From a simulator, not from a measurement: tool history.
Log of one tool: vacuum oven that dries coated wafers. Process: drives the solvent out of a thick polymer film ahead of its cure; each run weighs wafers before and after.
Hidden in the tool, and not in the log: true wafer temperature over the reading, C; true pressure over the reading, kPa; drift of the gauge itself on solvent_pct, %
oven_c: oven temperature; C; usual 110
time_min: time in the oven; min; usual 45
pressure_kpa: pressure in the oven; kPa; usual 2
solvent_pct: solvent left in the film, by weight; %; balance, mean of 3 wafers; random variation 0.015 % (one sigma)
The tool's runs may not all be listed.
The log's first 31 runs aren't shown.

| run | hour | oven_c | time_min | pressure_kpa | hours of work since the thermocouples were calibrated | hours of work since the vacuum gauge was cleaned of residue | solvent_pct |
|---|---|---|---|---|---|---|---|
| 32 | 2481.3 | 114 | 29 | 6.5 | 875 | 977 | 5.91 |
| 33 | 2584.9 | 99 | 29 | 2.83 | 933 | 1035 | 9.8 |
| 34 | 2634.6 | 99 | 29 | 2.83 | 961 | 1063 | 9.76 |
| 35 | 2726.5 | 99 | 45 | 2 | 1013 | 1114 | 6.82 |
| 36 | 2818.4 | 99 | 45 | 2 | 1064 | 1166 | 6.77 |
| 37 | 2905.8 | 99 | 45 | 2 | 1113 | 1215 | 6.8 |
| 38 | 2963.9 | 99 | 45 | 2 | 1146 | 1247 | 6.81 |
| 39 | 3058.2 | 111 | 46 | 1.62 | 1199 | 1300 | 3.07 |
| 40 | 3156.4 | 106 | 45 | 6.72 | 1254 | 1355 | 6.07 |
|  | 3219.4 | oven's thermocouples calibrated |
| 41 | 3255.5 | 106 | 45 | 6.72 | 20 | 1410 | 6.05 |
| 42 | 3372.3 | 106 | 45 | 6.72 | 86 | 1475 | 6.03 |
| 43 | 3459.9 | 110 | 22 | 5.47 | 135 | 1524 | 8.66 |
| 44 | 3512 | 99 | 45 | 2 | 164 | 1554 | 6.83 |
| 45 | 3596.3 | 108 | 31 | 4.46 | 211 | 1601 | 6.92 |
| 46 | 3667.2 | 108 | 31 | 4.46 | 251 | 1641 | 6.88 |

Forecast each of these 4 alternatives for the next run:
| A | 3756.1 | 100 | 45 | 2 | 301 | 1690 | ? |
| B | 3756.1 | 110 | 31 | 4.46 | 301 | 1690 | ? |
| C | 3756.1 | 110 | 37 | 1.85 | 301 | 1690 | ? |
| D | 3756.1 | 123 | 45 | 2 | 301 | 1690 | ? |

| run | solvent_pct |
|---|---|
| A | 6.52 |
| B | 6.3 |
| C | 4.58 |
| D | 1.14 |
Without the tool's hidden state the same runs would have given:
| run | solvent_pct |
|---|---|
| A | 6.52 |
| B | 6.3 |
| C | 4.58 |
| D | 1.13 |
